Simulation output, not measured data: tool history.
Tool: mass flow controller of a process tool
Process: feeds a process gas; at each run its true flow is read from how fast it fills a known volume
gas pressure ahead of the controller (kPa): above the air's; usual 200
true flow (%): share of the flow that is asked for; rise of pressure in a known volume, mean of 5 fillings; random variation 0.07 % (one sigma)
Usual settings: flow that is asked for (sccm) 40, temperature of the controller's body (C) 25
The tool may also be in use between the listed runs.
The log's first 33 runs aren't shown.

run	hour	flow that is asked for (sccm)	gas pressure ahead of the controller (kPa)	temperature of the controller's body (C)	true flow (%)
34	7746.7	90	144	22	96.71
35	8035.7	20	149	39	99.02
36	8192.3	13	185	25	99.54
37	8506.3	13	185	25	99.5
38	8823.9	13	185	25	99.85
39	8975.8	15	171	23	98.98
40	9214.8	40	200	22	96.91
41	9360.2	40	200	22	96.74
42	9693	13	256	25	100.4
43	9968.8	44	214	23	96.87
44	10224.4	44	214	23	96.96
45	10407.7	71	229	30	97.13
46	10610	66	196	28	96.98
47	10862.7	40	148	34	97.78

4 ways to go on from here, each from the tool as it stands after run 47. What would each give?
A	11169.1	40	200	22	?
B	11169.1	40	200	21	?
C	11169.1	76	200	30	?
D	11169.1	40	193	34	?

run	true flow (%)
A	96.93
B	96.99
C	96.99
D	97.84
Without the tool's hidden state the same runs would have given:
run	true flow (%)
A	99.03
B	99.09
C	100.09
D	99.95
